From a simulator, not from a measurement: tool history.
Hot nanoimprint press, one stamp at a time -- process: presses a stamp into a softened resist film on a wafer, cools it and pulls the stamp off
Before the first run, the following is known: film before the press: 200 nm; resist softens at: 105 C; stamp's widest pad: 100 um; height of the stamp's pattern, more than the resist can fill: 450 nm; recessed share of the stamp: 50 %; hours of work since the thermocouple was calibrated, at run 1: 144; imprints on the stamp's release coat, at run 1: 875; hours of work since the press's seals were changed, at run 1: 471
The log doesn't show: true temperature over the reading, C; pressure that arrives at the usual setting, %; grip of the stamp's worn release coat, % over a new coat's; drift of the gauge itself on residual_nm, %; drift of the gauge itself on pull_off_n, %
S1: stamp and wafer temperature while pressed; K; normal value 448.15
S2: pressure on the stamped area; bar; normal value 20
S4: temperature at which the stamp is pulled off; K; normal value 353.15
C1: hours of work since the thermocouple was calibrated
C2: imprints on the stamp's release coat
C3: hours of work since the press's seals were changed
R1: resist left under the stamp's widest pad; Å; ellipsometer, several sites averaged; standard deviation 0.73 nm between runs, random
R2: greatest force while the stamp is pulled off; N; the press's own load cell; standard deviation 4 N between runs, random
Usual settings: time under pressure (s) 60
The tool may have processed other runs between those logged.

{"run": 1, "day": 0.0, "S1": 448.15, "S2": 20, "time under pressure (s)": 60, "S4": 353.15, "C1": 144, "C2": 875, "C3": 471, "R1": 1217, "R2": 234}
{"run": 2, "day": 0.521, "S1": 448.15, "S2": 20, "time under pressure (s)": 60, "S4": 353.15, "C1": 149, "C2": 909, "C3": 476, "R1": 1224, "R2": 237}
{"run": 3, "day": 1.254, "S1": 448.15, "S2": 27.5, "time under pressure (s)": 60, "S4": 353.15, "C1": 157, "C2": 956, "C3": 484, "R1": 1087, "R2": 239}
{"run": 4, "day": 2.075, "S1": 448.15, "S2": 27.5, "time under pressure (s)": 60, "S4": 353.15, "C1": 166, "C2": 1009, "C3": 493, "R1": 1076, "R2": 240}
{"day": 2.542, "done": "stamp cleaned and given a new release coat"}
{"run": 5, "day": 3.404, "S1": 448.15, "S2": 27.5, "time under pressure (s)": 60, "S4": 353.15, "C1": 177, "C2": 56, "C3": 504, "R1": 1086, "R2": 194}
{"run": 6, "day": 4.038, "S1": 448.15, "S2": 20, "time under pressure (s)": 59, "S4": 353.15, "C1": 184, "C2": 97, "C3": 511, "R1": 1241, "R2": 199}
{"run": 7, "day": 4.817, "S1": 448.15, "S2": 20, "time under pressure (s)": 60, "S4": 353.15, "C1": 192, "C2": 147, "C3": 519, "R1": 1254, "R2": 200}
{"run": 8, "day": 5.479, "S1": 448.15, "S2": 20, "time under pressure (s)": 60, "S4": 354.15, "C1": 199, "C2": 190, "C3": 526, "R1": 1238, "R2": 200}
{"run": 9, "day": 6.017, "S1": 448.15, "S2": 20, "time under pressure (s)": 60, "S4": 354.15, "C1": 205, "C2": 224, "C3": 532, "R1": 1234, "R2": 202}
{"run": 10, "day": 6.996, "S1": 448.15, "S2": 14.1, "time under pressure (s)": 60, "S4": 354.15, "C1": 215, "C2": 288, "C3": 542, "R1": 1404, "R2": 213}
{"day": 7.217, "done": "plate thermocouple calibrated"}
{"run": 11, "day": 8.321, "S1": 448.15, "S2": 14.1, "time under pressure (s)": 60, "S4": 354.15, "C1": 12, "C2": 365, "C3": 555, "R1": 1420, "R2": 207}
{"run": 12, "day": 9.083, "S1": 455.15, "S2": 20, "time under pressure (s)": 56, "S4": 353.15, "C1": 20, "C2": 414, "C3": 563, "R1": 996, "R2": 212}
{"run": 13, "day": 9.667, "S1": 440.15, "S2": 25.8, "time under pressure (s)": 40, "S4": 350.15, "C1": 26, "C2": 452, "C3": 569, "R1": 1586, "R2": 221}
{"day": 10.292, "done": "plate thermocouple calibrated, once more"}
{"run": 14, "day": 10.992, "S1": 454.15, "S2": 25.8, "time under pressure (s)": 40, "S4": 356.15, "C1": 7, "C2": 530, "C3": 582, "R1": 995, "R2": 209}

Predict the results of run 15:
{"run": 15, "day": 11.679, "S1": 454.15, "S2": 25.8, "time under pressure (s)": 35, "S4": 339.15, "C1": 15, "C2": 574, "C3": 589, "R1": "?", "R2": "?"}

{"run 15": {"R1": 1037, "R2": 238}}
Had the tool carried no hidden state, the very same run would have given R1 1022 Å, R2 209 N.
